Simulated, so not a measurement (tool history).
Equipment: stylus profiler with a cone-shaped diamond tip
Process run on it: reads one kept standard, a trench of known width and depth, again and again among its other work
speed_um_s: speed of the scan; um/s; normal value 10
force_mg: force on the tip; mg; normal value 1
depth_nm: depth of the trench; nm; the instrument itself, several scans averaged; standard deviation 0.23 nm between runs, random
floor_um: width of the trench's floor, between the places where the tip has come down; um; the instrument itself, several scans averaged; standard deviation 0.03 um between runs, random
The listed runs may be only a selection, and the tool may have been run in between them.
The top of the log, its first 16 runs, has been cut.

{"run": 17, "day": 31.279, "speed_um_s": 10, "force_mg": 1, "depth_nm": 1007.56, "floor_um": 94.86}
{"run": 18, "day": 34.162, "speed_um_s": 10, "force_mg": 1, "depth_nm": 1007.34, "floor_um": 94.75}
{"run": 19, "day": 35.867, "speed_um_s": 10, "force_mg": 1, "depth_nm": 1007.01, "floor_um": 94.79}
{"run": 20, "day": 37.854, "speed_um_s": 10, "force_mg": 0.63, "depth_nm": 1004.55, "floor_um": 94.82}
{"run": 21, "day": 39.142, "speed_um_s": 10, "force_mg": 1, "depth_nm": 1006.87, "floor_um": 94.76}
{"run": 22, "day": 41.929, "speed_um_s": 5, "force_mg": 1, "depth_nm": 1006.68, "floor_um": 94.8}
{"run": 23, "day": 43.158, "speed_um_s": 7, "force_mg": 1, "depth_nm": 1006.22, "floor_um": 94.77}
{"run": 24, "day": 44.596, "speed_um_s": 38, "force_mg": 1.81, "depth_nm": 1010.64, "floor_um": 94.6}
{"run": 25, "day": 47.275, "speed_um_s": 16, "force_mg": 0.75, "depth_nm": 1004.65, "floor_um": 94.68}
{"run": 26, "day": 49.7, "speed_um_s": 11, "force_mg": 1.34, "depth_nm": 1007.74, "floor_um": 94.65}
{"run": 27, "day": 52.083, "speed_um_s": 3, "force_mg": 2.71, "depth_nm": 1014.18, "floor_um": 94.67}
{"run": 28, "day": 53.675, "speed_um_s": 15, "force_mg": 2.19, "depth_nm": 1011.71, "floor_um": 94.63}
{"run": 29, "day": 55.575, "speed_um_s": 15, "force_mg": 2.19, "depth_nm": 1011.54, "floor_um": 94.61}
{"run": 30, "day": 57.692, "speed_um_s": 15, "force_mg": 2.19, "depth_nm": 1011.53, "floor_um": 94.59}
{"run": 31, "day": 60.0, "speed_um_s": 36, "force_mg": 1.28, "depth_nm": 1006.69, "floor_um": 94.4}
{"day": 61.6, "done": "new tip fitted, height scale calibrated"}
{"run": 32, "day": 62.079, "speed_um_s": 12, "force_mg": 0.44, "depth_nm": 1004.45, "floor_um": 95.75}
{"run": 33, "day": 63.454, "speed_um_s": 12, "force_mg": 2.96, "depth_nm": 1017.07, "floor_um": 95.92}
{"run": 34, "day": 64.954, "speed_um_s": 12, "force_mg": 1, "depth_nm": 1007.77, "floor_um": 95.83}
{"run": 35, "day": 66.121, "speed_um_s": 2, "force_mg": 0.38, "depth_nm": 1003.94, "floor_um": 95.92}
{"run": 36, "day": 68.512, "speed_um_s": 8, "force_mg": 0.49, "depth_nm": 1004.37, "floor_um": 95.8}
{"run": 37, "day": 70.417, "speed_um_s": 8, "force_mg": 0.49, "depth_nm": 1003.87, "floor_um": 95.8}
{"run": 38, "day": 71.967, "speed_um_s": 7, "force_mg": 0.51, "depth_nm": 1004.22, "floor_um": 95.77}

For run 39, what comes out?
{"run": 39, "day": 74.471, "speed_um_s": 7, "force_mg": 0.51, "depth_nm": "?", "floor_um": "?"}

depth_nm: 1003.75 nm
floor_um: 95.71 um
With no hidden state in the tool, this same run would have given depth_nm 1005.35 nm, floor_um 95.88 um.
